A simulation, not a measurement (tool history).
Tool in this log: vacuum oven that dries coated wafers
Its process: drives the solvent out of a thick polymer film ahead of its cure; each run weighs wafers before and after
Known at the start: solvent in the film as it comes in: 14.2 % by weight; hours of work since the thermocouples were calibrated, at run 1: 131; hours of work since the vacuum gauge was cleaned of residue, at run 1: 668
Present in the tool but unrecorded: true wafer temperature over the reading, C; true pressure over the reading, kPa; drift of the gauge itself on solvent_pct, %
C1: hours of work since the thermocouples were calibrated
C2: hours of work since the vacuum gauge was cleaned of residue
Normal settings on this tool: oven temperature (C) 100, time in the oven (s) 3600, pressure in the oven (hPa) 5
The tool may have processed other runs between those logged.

{"run": 1, "hour": 0.0, "oven temperature (C)": 100, "time in the oven (s)": 3600, "pressure in the oven (hPa)": 5, "C1": 131, "C2": 668, "solvent left in the film (%)": 0.78}
{"run": 2, "hour": 93.1, "oven temperature (C)": 98, "time in the oven (s)": 3600, "pressure in the oven (hPa)": 5, "C1": 201, "C2": 738, "solvent left in the film (%)": 1.11}
{"run": 3, "hour": 159.3, "oven temperature (C)": 98, "time in the oven (s)": 3600, "pressure in the oven (hPa)": 5, "C1": 251, "C2": 787, "solvent left in the film (%)": 1.03}
{"run": 4, "hour": 214.7, "oven temperature (C)": 100, "time in the oven (s)": 3600, "pressure in the oven (hPa)": 6.15, "C1": 292, "C2": 829, "solvent left in the film (%)": 0.92}
{"run": 5, "hour": 294.8, "oven temperature (C)": 100, "time in the oven (s)": 3600, "pressure in the oven (hPa)": 6.15, "C1": 352, "C2": 889, "solvent left in the film (%)": 0.85}
{"run": 6, "hour": 394.6, "oven temperature (C)": 100, "time in the oven (s)": 3600, "pressure in the oven (hPa)": 5, "C1": 427, "C2": 963, "solvent left in the film (%)": 0.76}
{"run": 7, "hour": 444.6, "oven temperature (C)": 100, "time in the oven (s)": 3600, "pressure in the oven (hPa)": 5, "C1": 464, "C2": 1001, "solvent left in the film (%)": 0.91}
{"run": 8, "hour": 553.5, "oven temperature (C)": 100, "time in the oven (s)": 2640, "pressure in the oven (hPa)": 5, "C1": 546, "C2": 1082, "solvent left in the film (%)": 1.62}
{"run": 9, "hour": 623.3, "oven temperature (C)": 100, "time in the oven (s)": 3600, "pressure in the oven (hPa)": 11.3, "C1": 598, "C2": 1134, "solvent left in the film (%)": 1.19}
{"run": 10, "hour": 733.3, "oven temperature (C)": 100, "time in the oven (s)": 3600, "pressure in the oven (hPa)": 5, "C1": 680, "C2": 1217, "solvent left in the film (%)": 0.96}
{"run": 11, "hour": 823.6, "oven temperature (C)": 100, "time in the oven (s)": 3600, "pressure in the oven (hPa)": 5, "C1": 748, "C2": 1284, "solvent left in the film (%)": 1}
{"run": 12, "hour": 883.2, "oven temperature (C)": 100, "time in the oven (s)": 3600, "pressure in the oven (hPa)": 5, "C1": 792, "C2": 1329, "solvent left in the film (%)": 0.92}
{"run": 13, "hour": 955.3, "oven temperature (C)": 100, "time in the oven (s)": 3600, "pressure in the oven (hPa)": 3.01, "C1": 846, "C2": 1383, "solvent left in the film (%)": 0.92}
{"run": 14, "hour": 1050.3, "oven temperature (C)": 100, "time in the oven (s)": 3600, "pressure in the oven (hPa)": 3.01, "C1": 917, "C2": 1454, "solvent left in the film (%)": 0.94}
{"run": 15, "hour": 1129.7, "oven temperature (C)": 100, "time in the oven (s)": 3600, "pressure in the oven (hPa)": 3.01, "C1": 977, "C2": 1513, "solvent left in the film (%)": 0.89}
{"run": 16, "hour": 1192.1, "oven temperature (C)": 100, "time in the oven (s)": 3600, "pressure in the oven (hPa)": 3.01, "C1": 1024, "C2": 1560, "solvent left in the film (%)": 0.95}
{"run": 17, "hour": 1305.4, "oven temperature (C)": 100, "time in the oven (s)": 2460, "pressure in the oven (hPa)": 5, "C1": 1108, "C2": 1645, "solvent left in the film (%)": 1.94}
{"hour": 1382.4, "done": "oven's thermocouples calibrated"}
{"run": 18, "hour": 1393.7, "oven temperature (C)": 100, "time in the oven (s)": 3600, "pressure in the oven (hPa)": 5, "C1": 8, "C2": 1710, "solvent left in the film (%)": 0.78}
{"run": 19, "hour": 1492.4, "oven temperature (C)": 100, "time in the oven (s)": 3600, "pressure in the oven (hPa)": 5, "C1": 82, "C2": 1783, "solvent left in the film (%)": 0.81}
{"run": 20, "hour": 1570.9, "oven temperature (C)": 100, "time in the oven (s)": 3600, "pressure in the oven (hPa)": 5, "C1": 141, "C2": 1842, "solvent left in the film (%)": 0.86}
{"run": 21, "hour": 1619.5, "oven temperature (C)": 100, "time in the oven (s)": 3600, "pressure in the oven (hPa)": 5, "C1": 177, "C2": 1879, "solvent left in the film (%)": 0.88}
{"run": 22, "hour": 1718.9, "oven temperature (C)": 100, "time in the oven (s)": 3600, "pressure in the oven (hPa)": 5, "C1": 252, "C2": 1953, "solvent left in the film (%)": 0.82}
{"run": 23, "hour": 1807.8, "oven temperature (C)": 100, "time in the oven (s)": 3600, "pressure in the oven (hPa)": 5, "C1": 318, "C2": 2020, "solvent left in the film (%)": 0.95}
{"run": 24, "hour": 1873.2, "oven temperature (C)": 100, "time in the oven (s)": 3600, "pressure in the oven (hPa)": 15.54, "C1": 367, "C2": 2068, "solvent left in the film (%)": 1.27}
{"run": 25, "hour": 1937.4, "oven temperature (C)": 112, "time in the oven (s)": 3060, "pressure in the oven (hPa)": 9.9, "C1": 415, "C2": 2117, "solvent left in the film (%)": 0.44}
{"run": 26, "hour": 2003.6, "oven temperature (C)": 113, "time in the oven (s)": 5820, "pressure in the oven (hPa)": 5, "C1": 465, "C2": 2166, "solvent left in the film (%)": 0.32}
{"run": 27, "hour": 2121.5, "oven temperature (C)": 114, "time in the oven (s)": 5760, "pressure in the oven (hPa)": 10.79, "C1": 553, "C2": 2254, "solvent left in the film (%)": 0.5}
{"run": 28, "hour": 2211.8, "oven temperature (C)": 98, "time in the oven (s)": 2580, "pressure in the oven (hPa)": 5, "C1": 621, "C2": 2322, "solvent left in the film (%)": 2.15}
{"run": 29, "hour": 2319.0, "oven temperature (C)": 98, "time in the oven (s)": 5580, "pressure in the oven (hPa)": 2.84, "C1": 701, "C2": 2402, "solvent left in the film (%)": 0.59}
{"run": 30, "hour": 2400.3, "oven temperature (C)": 98, "time in the oven (s)": 5220, "pressure in the oven (hPa)": 2.84, "C1": 762, "C2": 2463, "solvent left in the film (%)": 0.65}
{"run": 31, "hour": 2462.8, "oven temperature (C)": 111, "time in the oven (s)": 5520, "pressure in the oven (hPa)": 5, "C1": 809, "C2": 2510, "solvent left in the film (%)": 0.33}
{"run": 32, "hour": 2553.2, "oven temperature (C)": 111, "time in the oven (s)": 5520, "pressure in the oven (hPa)": 5, "C1": 876, "C2": 2577, "solvent left in the film (%)": 0.36}
{"run": 33, "hour": 2603.7, "oven temperature (C)": 94, "time in the oven (s)": 3060, "pressure in the oven (hPa)": 8.4, "C1": 914, "C2": 2615, "solvent left in the film (%)": 2.89}
{"run": 34, "hour": 2698.7, "oven temperature (C)": 94, "time in the oven (s)": 3060, "pressure in the oven (hPa)": 8.4, "C1": 985, "C2": 2686, "solvent left in the film (%)": 2.8}
{"run": 35, "hour": 2759.4, "oven temperature (C)": 94, "time in the oven (s)": 3060, "pressure in the oven (hPa)": 8.4, "C1": 1031, "C2": 2732, "solvent left in the film (%)": 2.87}
{"run": 36, "hour": 2864.5, "oven temperature (C)": 102, "time in the oven (s)": 1860, "pressure in the oven (hPa)": 5, "C1": 1109, "C2": 2810, "solvent left in the film (%)": 2.24}
{"hour": 2946.2, "done": "oven's thermocouples calibrated"}
{"run": 37, "hour": 2969.4, "oven temperature (C)": 106, "time in the oven (s)": 1860, "pressure in the oven (hPa)": 2.56, "C1": 17, "C2": 2888, "solvent left in the film (%)": 1.26}
{"run": 38, "hour": 3070.5, "oven temperature (C)": 106, "time in the oven (s)": 1860, "pressure in the oven (hPa)": 2.56, "C1": 93, "C2": 2963, "solvent left in the film (%)": 1.29}
{"hour": 3110.2, "done": "vacuum gauge cleaned of residue and calibrated"}
{"run": 39, "hour": 3130.2, "oven temperature (C)": 102, "time in the oven (s)": 2160, "pressure in the oven (hPa)": 5, "C1": 137, "C2": 15, "solvent left in the film (%)": 1.48}
{"run": 40, "hour": 3206.7, "oven temperature (C)": 102, "time in the oven (s)": 2160, "pressure in the oven (hPa)": 5, "C1": 194, "C2": 72, "solvent left in the film (%)": 1.48}
{"run": 41, "hour": 3270.3, "oven temperature (C)": 113, "time in the oven (s)": 4080, "pressure in the oven (hPa)": 5.55, "C1": 241, "C2": 120, "solvent left in the film (%)": 0.21}
{"run": 42, "hour": 3319.6, "oven temperature (C)": 100, "time in the oven (s)": 6240, "pressure in the oven (hPa)": 10.41, "C1": 278, "C2": 157, "solvent left in the film (%)": 0.51}
{"run": 43, "hour": 3382.9, "oven temperature (C)": 87, "time in the oven (s)": 3540, "pressure in the oven (hPa)": 3.88, "C1": 326, "C2": 204, "solvent left in the film (%)": 3.71}
{"run": 44, "hour": 3431.0, "oven temperature (C)": 87, "time in the oven (s)": 3540, "pressure in the oven (hPa)": 3.88, "C1": 362, "C2": 240, "solvent left in the film (%)": 3.82}
{"run": 45, "hour": 3505.1, "oven temperature (C)": 91, "time in the oven (s)": 2580, "pressure in the oven (hPa)": 5, "C1": 417, "C2": 296, "solvent left in the film (%)": 3.86}
{"run": 46, "hour": 3593.7, "oven temperature (C)": 103, "time in the oven (s)": 3000, "pressure in the oven (hPa)": 3.72, "C1": 484, "C2": 362, "solvent left in the film (%)": 0.59}

Same runs, no hidden state in the tool, same run-to-run variation:
run=1 solvent_left_in_the_film_(%)=0.67
run=2 solvent_left_in_the_film_(%)=0.96
run=3 solvent_left_in_the_film_(%)=0.86
run=4 solvent_left_in_the_film_(%)=0.76
run=5 solvent_left_in_the_film_(%)=0.69
run=6 solvent_left_in_the_film_(%)=0.57
run=7 solvent_left_in_the_film_(%)=0.71
run=8 solvent_left_in_the_film_(%)=1.35
run=9 solvent_left_in_the_film_(%)=0.96
run=10 solvent_left_in_the_film_(%)=0.71
run=11 solvent_left_in_the_film_(%)=0.74
run=12 solvent_left_in_the_film_(%)=0.65
run=13 solvent_left_in_the_film_(%)=0.64
run=14 solvent_left_in_the_film_(%)=0.64
run=15 solvent_left_in_the_film_(%)=0.58
run=16 solvent_left_in_the_film_(%)=0.63
run=17 solvent_left_in_the_film_(%)=1.49
run=18 solvent_left_in_the_film_(%)=0.62
run=19 solvent_left_in_the_film_(%)=0.63
run=20 solvent_left_in_the_film_(%)=0.66
run=21 solvent_left_in_the_film_(%)=0.68
run=22 solvent_left_in_the_film_(%)=0.6
run=23 solvent_left_in_the_film_(%)=0.72
run=24 solvent_left_in_the_film_(%)=1.03
run=25 solvent_left_in_the_film_(%)=0.27
run=26 solvent_left_in_the_film_(%)=0.15
run=27 solvent_left_in_the_film_(%)=0.32
run=28 solvent_left_in_the_film_(%)=1.82
run=29 solvent_left_in_the_film_(%)=0.26
run=30 solvent_left_in_the_film_(%)=0.31
run=31 solvent_left_in_the_film_(%)=0.11
run=32 solvent_left_in_the_film_(%)=0.13
run=33 solvent_left_in_the_film_(%)=2.4
run=34 solvent_left_in_the_film_(%)=2.29
run=35 solvent_left_in_the_film_(%)=2.35
run=36 solvent_left_in_the_film_(%)=1.79
run=37 solvent_left_in_the_film_(%)=1.01
run=38 solvent_left_in_the_film_(%)=1.02
run=39 solvent_left_in_the_film_(%)=1.48
run=40 solvent_left_in_the_film_(%)=1.46
run=41 solvent_left_in_the_film_(%)=0.2
run=42 solvent_left_in_the_film_(%)=0.48
run=43 solvent_left_in_the_film_(%)=3.62
run=44 solvent_left_in_the_film_(%)=3.71
run=45 solvent_left_in_the_film_(%)=3.74
run=46 solvent_left_in_the_film_(%)=0.52
